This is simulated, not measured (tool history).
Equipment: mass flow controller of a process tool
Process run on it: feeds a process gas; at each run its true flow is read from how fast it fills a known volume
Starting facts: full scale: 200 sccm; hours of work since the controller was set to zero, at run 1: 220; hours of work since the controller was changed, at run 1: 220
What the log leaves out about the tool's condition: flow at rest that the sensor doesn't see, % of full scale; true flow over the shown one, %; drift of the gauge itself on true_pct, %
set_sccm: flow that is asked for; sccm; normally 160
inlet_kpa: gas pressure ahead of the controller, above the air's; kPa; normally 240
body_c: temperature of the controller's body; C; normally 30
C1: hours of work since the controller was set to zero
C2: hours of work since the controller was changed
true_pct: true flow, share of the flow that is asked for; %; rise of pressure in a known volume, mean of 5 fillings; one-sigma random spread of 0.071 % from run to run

{"run": 1, "hour": 0.0, "set_sccm": 160, "inlet_kpa": 240, "body_c": 30, "C1": 220, "C2": 220, "true_pct": 100.5}
{"run": 2, "hour": 74.7, "set_sccm": 160, "inlet_kpa": 240, "body_c": 30, "C1": 249, "C2": 249, "true_pct": 100.46}
{"run": 3, "hour": 166.8, "set_sccm": 160, "inlet_kpa": 240, "body_c": 35, "C1": 285, "C2": 285, "true_pct": 100.92}
{"run": 4, "hour": 248.8, "set_sccm": 160, "inlet_kpa": 214, "body_c": 30, "C1": 317, "C2": 317, "true_pct": 100.41}
{"run": 5, "hour": 341.1, "set_sccm": 160, "inlet_kpa": 214, "body_c": 30, "C1": 354, "C2": 354, "true_pct": 100.43}
{"run": 6, "hour": 437.9, "set_sccm": 160, "inlet_kpa": 214, "body_c": 30, "C1": 391, "C2": 391, "true_pct": 100.31}
{"run": 7, "hour": 508.6, "set_sccm": 160, "inlet_kpa": 240, "body_c": 30, "C1": 419, "C2": 419, "true_pct": 100.67}
{"run": 8, "hour": 595.9, "set_sccm": 160, "inlet_kpa": 240, "body_c": 30, "C1": 453, "C2": 453, "true_pct": 100.59}
{"run": 9, "hour": 649.9, "set_sccm": 160, "inlet_kpa": 155, "body_c": 30, "C1": 474, "C2": 474, "true_pct": 100.07}
{"run": 10, "hour": 732.9, "set_sccm": 160, "inlet_kpa": 155, "body_c": 30, "C1": 507, "C2": 507, "true_pct": 99.98}
{"run": 11, "hour": 839.2, "set_sccm": 160, "inlet_kpa": 155, "body_c": 30, "C1": 548, "C2": 548, "true_pct": 99.97}
{"run": 12, "hour": 892.9, "set_sccm": 160, "inlet_kpa": 144, "body_c": 30, "C1": 570, "C2": 570, "true_pct": 99.98}
{"run": 13, "hour": 969.0, "set_sccm": 160, "inlet_kpa": 223, "body_c": 30, "C1": 599, "C2": 599, "true_pct": 100.55}
{"run": 14, "hour": 1017.4, "set_sccm": 160, "inlet_kpa": 240, "body_c": 30, "C1": 618, "C2": 618, "true_pct": 100.78}
{"run": 15, "hour": 1115.4, "set_sccm": 160, "inlet_kpa": 240, "body_c": 30, "C1": 657, "C2": 657, "true_pct": 100.69}
{"run": 16, "hour": 1232.0, "set_sccm": 160, "inlet_kpa": 223, "body_c": 30, "C1": 702, "C2": 702, "true_pct": 100.84}
{"run": 17, "hour": 1284.4, "set_sccm": 160, "inlet_kpa": 223, "body_c": 30, "C1": 723, "C2": 723, "true_pct": 100.62}
{"run": 18, "hour": 1390.8, "set_sccm": 160, "inlet_kpa": 223, "body_c": 30, "C1": 764, "C2": 764, "true_pct": 100.54}
{"run": 19, "hour": 1500.6, "set_sccm": 160, "inlet_kpa": 240, "body_c": 30, "C1": 807, "C2": 807, "true_pct": 100.82}
{"run": 20, "hour": 1599.9, "set_sccm": 160, "inlet_kpa": 240, "body_c": 30, "C1": 846, "C2": 846, "true_pct": 100.83}
{"run": 21, "hour": 1655.9, "set_sccm": 160, "inlet_kpa": 240, "body_c": 30, "C1": 868, "C2": 868, "true_pct": 100.83}
{"run": 22, "hour": 1725.4, "set_sccm": 160, "inlet_kpa": 240, "body_c": 30, "C1": 895, "C2": 895, "true_pct": 100.86}
{"run": 23, "hour": 1827.3, "set_sccm": 160, "inlet_kpa": 169, "body_c": 30, "C1": 935, "C2": 935, "true_pct": 100.37}
{"run": 24, "hour": 1925.9, "set_sccm": 160, "inlet_kpa": 169, "body_c": 30, "C1": 974, "C2": 974, "true_pct": 100.33}
{"run": 25, "hour": 2030.9, "set_sccm": 185, "inlet_kpa": 184, "body_c": 27, "C1": 1015, "C2": 1015, "true_pct": 100.52}
{"run": 26, "hour": 2135.7, "set_sccm": 185, "inlet_kpa": 184, "body_c": 27, "C1": 1056, "C2": 1056, "true_pct": 100.51}
{"run": 27, "hour": 2254.9, "set_sccm": 21, "inlet_kpa": 261, "body_c": 34, "C1": 1102, "C2": 1102, "true_pct": 97.39}
{"run": 28, "hour": 2308.9, "set_sccm": 21, "inlet_kpa": 261, "body_c": 34, "C1": 1124, "C2": 1124, "true_pct": 97.32}
{"run": 29, "hour": 2365.3, "set_sccm": 21, "inlet_kpa": 261, "body_c": 34, "C1": 1146, "C2": 1146, "true_pct": 97.28}
{"run": 30, "hour": 2444.3, "set_sccm": 21, "inlet_kpa": 261, "body_c": 34, "C1": 1177, "C2": 1177, "true_pct": 97.3}
{"run": 31, "hour": 2518.6, "set_sccm": 29, "inlet_kpa": 166, "body_c": 31, "C1": 1206, "C2": 1206, "true_pct": 97.24}
{"run": 32, "hour": 2587.3, "set_sccm": 160, "inlet_kpa": 240, "body_c": 28, "C1": 1233, "C2": 1233, "true_pct": 100.84}
{"run": 33, "hour": 2643.1, "set_sccm": 160, "inlet_kpa": 240, "body_c": 28, "C1": 1254, "C2": 1254, "true_pct": 100.84}
{"run": 34, "hour": 2719.0, "set_sccm": 160, "inlet_kpa": 234, "body_c": 30, "C1": 1284, "C2": 1284, "true_pct": 101.13}
{"run": 35, "hour": 2836.2, "set_sccm": 188, "inlet_kpa": 229, "body_c": 30, "C1": 1330, "C2": 1330, "true_pct": 101.32}
{"run": 36, "hour": 2944.8, "set_sccm": 188, "inlet_kpa": 229, "body_c": 30, "C1": 1372, "C2": 1372, "true_pct": 101.35}
{"run": 37, "hour": 3054.4, "set_sccm": 109, "inlet_kpa": 229, "body_c": 37, "C1": 1415, "C2": 1415, "true_pct": 101.08}
{"run": 38, "hour": 3154.8, "set_sccm": 66, "inlet_kpa": 150, "body_c": 30, "C1": 1455, "C2": 1455, "true_pct": 98.84}
{"run": 39, "hour": 3220.2, "set_sccm": 32, "inlet_kpa": 220, "body_c": 30, "C1": 1480, "C2": 1480, "true_pct": 97.58}
{"run": 40, "hour": 3293.6, "set_sccm": 160, "inlet_kpa": 258, "body_c": 30, "C1": 1509, "C2": 1509, "true_pct": 101.26}
{"run": 41, "hour": 3390.9, "set_sccm": 135, "inlet_kpa": 258, "body_c": 30, "C1": 1547, "C2": 1547, "true_pct": 100.99}
{"run": 42, "hour": 3448.1, "set_sccm": 135, "inlet_kpa": 258, "body_c": 25, "C1": 1569, "C2": 1569, "true_pct": 100.64}
{"run": 43, "hour": 3564.5, "set_sccm": 20, "inlet_kpa": 181, "body_c": 30, "C1": 1615, "C2": 1615, "true_pct": 95.02}
{"run": 44, "hour": 3648.5, "set_sccm": 23, "inlet_kpa": 228, "body_c": 23, "C1": 1648, "C2": 1648, "true_pct": 95.4}
{"run": 45, "hour": 3721.2, "set_sccm": 31, "inlet_kpa": 223, "body_c": 31, "C1": 1676, "C2": 1676, "true_pct": 97.33}
{"run": 46, "hour": 3797.1, "set_sccm": 37, "inlet_kpa": 229, "body_c": 34, "C1": 1706, "C2": 1706, "true_pct": 98.41}
{"run": 47, "hour": 3868.4, "set_sccm": 133, "inlet_kpa": 240, "body_c": 22, "C1": 1734, "C2": 1734, "true_pct": 100.34}
{"run": 48, "hour": 3934.0, "set_sccm": 133, "inlet_kpa": 240, "body_c": 22, "C1": 1760, "C2": 1760, "true_pct": 100.41}

Subtracting, for every run, the result it would have given without the tool's unlogged condition from the measured result gives the following. The same run-to-run variation enters both numbers; the gauge's scatter may not:
run=1 true_pct=+0.10
run=2 true_pct=+0.11
run=3 true_pct=+0.13
run=4 true_pct=+0.15
run=5 true_pct=+0.16
run=6 true_pct=+0.18
run=7 true_pct=+0.20
run=8 true_pct=+0.23
run=9 true_pct=+0.24
run=10 true_pct=+0.26
run=11 true_pct=+0.29
run=12 true_pct=+0.29
run=13 true_pct=+0.31
run=14 true_pct=+0.32
run=15 true_pct=+0.34
run=16 true_pct=+0.37
run=17 true_pct=+0.37
run=18 true_pct=+0.40
run=19 true_pct=+0.43
run=20 true_pct=+0.45
run=21 true_pct=+0.46
run=22 true_pct=+0.47
run=23 true_pct=+0.50
run=24 true_pct=+0.52
run=25 true_pct=+0.60
run=26 true_pct=+0.62
run=27 true_pct=-2.39
run=28 true_pct=-2.43
run=29 true_pct=-2.48
run=30 true_pct=-2.55
run=31 true_pct=-1.58
run=32 true_pct=+0.67
run=33 true_pct=+0.68
run=34 true_pct=+0.69
run=35 true_pct=+0.79
run=36 true_pct=+0.82
run=37 true_pct=+0.49
run=38 true_pct=-0.07
run=39 true_pct=-1.63
run=40 true_pct=+0.81
run=41 true_pct=+0.72
run=42 true_pct=+0.74
run=43 true_pct=-3.75
run=44 true_pct=-3.12
run=45 true_pct=-1.94
run=46 true_pct=-1.39
run=47 true_pct=+0.80
run=48 true_pct=+0.81
